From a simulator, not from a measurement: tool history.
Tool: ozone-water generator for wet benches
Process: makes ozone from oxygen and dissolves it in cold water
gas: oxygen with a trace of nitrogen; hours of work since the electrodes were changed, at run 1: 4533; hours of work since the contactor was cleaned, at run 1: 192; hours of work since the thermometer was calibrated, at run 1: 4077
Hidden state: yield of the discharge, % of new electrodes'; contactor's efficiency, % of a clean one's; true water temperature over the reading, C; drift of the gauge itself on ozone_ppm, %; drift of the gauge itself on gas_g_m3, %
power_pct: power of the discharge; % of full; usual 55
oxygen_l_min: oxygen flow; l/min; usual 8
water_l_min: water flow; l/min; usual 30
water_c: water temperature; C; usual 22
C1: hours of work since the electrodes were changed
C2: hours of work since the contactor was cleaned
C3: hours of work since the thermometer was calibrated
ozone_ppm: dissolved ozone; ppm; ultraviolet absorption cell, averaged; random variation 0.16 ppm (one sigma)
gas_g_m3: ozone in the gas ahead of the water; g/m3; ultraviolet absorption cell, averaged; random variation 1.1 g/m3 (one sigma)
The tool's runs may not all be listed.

run 1 hour=0 | power_pct=55 oxygen_l_min=8 water_l_min=30 water_c=22 | C1=4533 C2=192 C3=4077 | ozone_ppm=17.5 gas_g_m3=162.1
run 2 hour=78 | power_pct=55 oxygen_l_min=8 water_l_min=30 water_c=22 | C1=4583 C2=243 C3=4128 | ozone_ppm=17.5 gas_g_m3=163.2
run 3 hour=232.5 | power_pct=55 oxygen_l_min=8 water_l_min=30 water_c=22 | C1=4683 C2=343 C3=4228 | ozone_ppm=17.4 gas_g_m3=162.5
run 4 hour=329.2 | power_pct=55 oxygen_l_min=8 water_l_min=30 water_c=22 | C1=4746 C2=405 C3=4290 | ozone_ppm=17.5 gas_g_m3=160.3
run 5 hour=486.4 | power_pct=55 oxygen_l_min=8 water_l_min=30 water_c=22 | C1=4847 C2=507 C3=4392 | ozone_ppm=17.4 gas_g_m3=161.7
run 6 hour=643 | power_pct=55 oxygen_l_min=8 water_l_min=30 water_c=22 | C1=4949 C2=608 C3=4493 | ozone_ppm=17.2 gas_g_m3=160.2
run 7 hour=779.9 | power_pct=55 oxygen_l_min=8 water_l_min=30 water_c=22 | C1=5037 C2=697 C3=4582 | ozone_ppm=17 gas_g_m3=160.6
-- hour=796.2 contactor cleaned
run 8 hour=913.3 | power_pct=98 oxygen_l_min=8 water_l_min=30 water_c=22 | C1=5121 C2=76 C3=4665 | ozone_ppm=22.9 gas_g_m3=218.9
run 9 hour=1060.6 | power_pct=98 oxygen_l_min=8 water_l_min=30 water_c=22 | C1=5216 C2=171 C3=4761 | ozone_ppm=22.9 gas_g_m3=215.4
-- hour=1102.8 contactor cleaned, once more
run 10 hour=1169.5 | power_pct=87 oxygen_l_min=8 water_l_min=30 water_c=22 | C1=5284 C2=43 C3=4828 | ozone_ppm=21.9 gas_g_m3=202.2
run 11 hour=1314.9 | power_pct=78 oxygen_l_min=6.75 water_l_min=30 water_c=22 | C1=5378 C2=137 C3=4922 | ozone_ppm=19.6 gas_g_m3=200.3
run 12 hour=1393.1 | power_pct=78 oxygen_l_min=6.75 water_l_min=30 water_c=22 | C1=5429 C2=188 C3=4973 | ozone_ppm=19.8 gas_g_m3=201.5
-- hour=1407.9 electrodes of the discharge changed
run 13 hour=1532.5 | power_pct=55 oxygen_l_min=8 water_l_min=21 water_c=15 | C1=81 C2=274 C3=5059 | ozone_ppm=31.1 gas_g_m3=195.5
run 14 hour=1670.7 | power_pct=55 oxygen_l_min=8 water_l_min=21 water_c=15 | C1=170 C2=363 C3=5149 | ozone_ppm=31.5 gas_g_m3=199.2
run 15 hour=1802.7 | power_pct=55 oxygen_l_min=8 water_l_min=21 water_c=15 | C1=255 C2=449 C3=5234 | ozone_ppm=31.2 gas_g_m3=199.1
run 16 hour=1901.6 | power_pct=55 oxygen_l_min=8 water_l_min=21 water_c=15 | C1=319 C2=513 C3=5298 | ozone_ppm=31.1 gas_g_m3=198.7
run 17 hour=1990.4 | power_pct=55 oxygen_l_min=8 water_l_min=24 water_c=22 | C1=377 C2=570 C3=5355 | ozone_ppm=24.9 gas_g_m3=198.5
run 18 hour=2063.6 | power_pct=55 oxygen_l_min=8 water_l_min=24 water_c=22 | C1=424 C2=618 C3=5403 | ozone_ppm=24.8 gas_g_m3=196.3

Run 19 comes next. What will it give?
run 19 hour=2224.6 | power_pct=49 oxygen_l_min=5.14 water_l_min=47 water_c=15 | C1=528 C2=722 C3=5507 | ozone_ppm=? gas_g_m3=?

Run 19 gave ozone_ppm 11.6 ppm, gas_g_m3 212 g/m3.
Without the tool's hidden state the same run would have given ozone_ppm 12 ppm, gas_g_m3 214.6 g/m3.
